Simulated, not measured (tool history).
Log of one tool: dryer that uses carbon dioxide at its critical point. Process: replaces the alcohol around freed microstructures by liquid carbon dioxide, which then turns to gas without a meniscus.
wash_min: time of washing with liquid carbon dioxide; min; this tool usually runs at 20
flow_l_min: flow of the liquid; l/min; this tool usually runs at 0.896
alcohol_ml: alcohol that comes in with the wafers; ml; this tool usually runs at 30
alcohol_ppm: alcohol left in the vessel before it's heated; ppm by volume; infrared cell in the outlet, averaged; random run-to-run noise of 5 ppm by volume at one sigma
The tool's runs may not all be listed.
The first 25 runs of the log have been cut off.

run,day,wash_min,flow_l_min,alcohol_ml,alcohol_ppm
26,28.567,31,1.153,22,79
27,30.054,31,1.127,64,95
28,30.721,27,0.674,97,139
29,32.029,29,1.402,38,113
30,33.079,12,0.737,75,1384
31,34.271,12,0.737,75,1421
# day 34.892: inlet filter changed
32,35.017,23,0.737,46,143
33,35.938,23,0.737,46,138
34,36.954,20,1.385,30,131
35,37.904,20,0.896,30,145
36,39.479,13,1.155,52,192
37,40.154,26,0.746,22,160
38,40.921,26,0.746,22,159
39,42.275,26,0.746,22,157
40,43.404,18,0.577,22,351

What if the next run were any one of these 5? Each begins from the tool's condition after run 40:
A,44.408,23,0.896,30,?
B,44.408,12,0.896,79,?
C,44.408,17,0.896,30,?
D,44.408,13,1.029,52,?
E,44.408,14,0.711,22,?

run,alcohol_ppm
A,169
B,702
C,204
D,283
E,387
Take away the tool's hidden state, keep each run's random variation, and the runs would have read:
run,alcohol_ppm
A,3
B,429
C,32
D,88
E,178

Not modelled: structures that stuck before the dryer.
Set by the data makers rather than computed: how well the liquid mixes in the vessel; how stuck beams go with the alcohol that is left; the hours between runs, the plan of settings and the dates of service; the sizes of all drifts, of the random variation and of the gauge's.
